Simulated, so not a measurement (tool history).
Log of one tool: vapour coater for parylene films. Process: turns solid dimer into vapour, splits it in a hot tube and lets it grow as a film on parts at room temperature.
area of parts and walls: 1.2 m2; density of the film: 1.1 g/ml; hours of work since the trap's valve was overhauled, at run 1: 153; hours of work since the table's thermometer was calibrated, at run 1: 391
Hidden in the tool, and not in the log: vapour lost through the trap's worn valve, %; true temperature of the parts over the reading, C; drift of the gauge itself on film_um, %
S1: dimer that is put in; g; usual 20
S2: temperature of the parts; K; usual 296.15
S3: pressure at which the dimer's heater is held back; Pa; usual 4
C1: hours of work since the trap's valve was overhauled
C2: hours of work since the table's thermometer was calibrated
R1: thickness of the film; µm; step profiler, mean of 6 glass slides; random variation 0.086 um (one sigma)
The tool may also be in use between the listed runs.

Run 1, hour 0: usual settings; C1 153; C2 391. Result: R1 10.44 µm.
Run 2, hour 62.1: usual settings; C1 196; C2 434. Result: R1 10.36 µm.
Run 3, hour 110.3: usual settings but S3 4.77 Pa; C1 230; C2 467. Result: R1 9.97 µm.
Run 4, hour 170.7: usual settings but S1 27 g; C1 271; C2 509. Result: R1 13.99 µm.
Run 5, hour 225.4: usual settings but S1 27 g; C1 309; C2 547. Result: R1 14.02 µm.
Run 6, hour 295.7: usual settings but S1 27 g; C1 358; C2 596. Result: R1 14.11 µm.
Run 7, hour 361.7: usual settings; C1 403; C2 641. Result: R1 10.39 µm.
At hour 400.6: trap's valve overhauled.
Run 8, hour 408.8: usual settings; C1 6; C2 671. Result: R1 10.46 µm.
Run 9, hour 448.4: usual settings; C1 33; C2 698. Result: R1 10.34 µm.
Run 10, hour 515: usual settings; C1 79; C2 744. Result: R1 10.35 µm.
Run 11, hour 573.6: usual settings; C1 120; C2 785. Result: R1 10.51 µm.
Run 12, hour 632.7: usual settings; C1 160; C2 826. Result: R1 10.35 µm.
Run 13, hour 675: usual settings; C1 190; C2 855. Result: R1 10.52 µm.
Run 14, hour 721.4: usual settings; C1 222; C2 887. Result: R1 10.37 µm.
Run 15, hour 792.1: usual settings; C1 271; C2 936. Result: R1 10.36 µm.
Run 16, hour 844.5: usual settings but S2 293.15 K; C1 307; C2 972. Result: R1 10.74 µm.
Run 17, hour 884.3: usual settings but S2 293.15 K; C1 334; C2 1000. Result: R1 10.92 µm.
Run 18, hour 943.5: usual settings but S1 15 g, S2 299.15 K, S3 5.14 Pa; C1 375; C2 1041. Result: R1 6.95 µm.
Run 19, hour 996.3: usual settings but S1 10 g, S2 291.15 K, S3 2.36 Pa; C1 412; C2 1077. Result: R1 6.36 µm.
At hour 1023.8: trap's valve overhauled.
Run 20, hour 1032: usual settings but S1 23 g, S2 288.15 K, S3 6.77 Pa; C1 6; C2 1099. Result: R1 12.7 µm.
Run 21, hour 1093.4: usual settings but S1 27 g, S2 288.15 K, S3 6.77 Pa; C1 48; C2 1141. Result: R1 14.49 µm.
Run 22, hour 1134.4: usual settings but S1 27 g, S2 288.15 K, S3 6.77 Pa; C1 76; C2 1170. Result: R1 14.53 µm.

The next listed run, before its measurement:
Run 23, hour 1178.2: usual settings but S1 28 g, S2 299.15 K; C1 107; C2 1200. Result: R1 ?.

{"run 23": {"R1": 13.67}}
Without the tool's hidden state the same run would have given R1 13.69 µm.
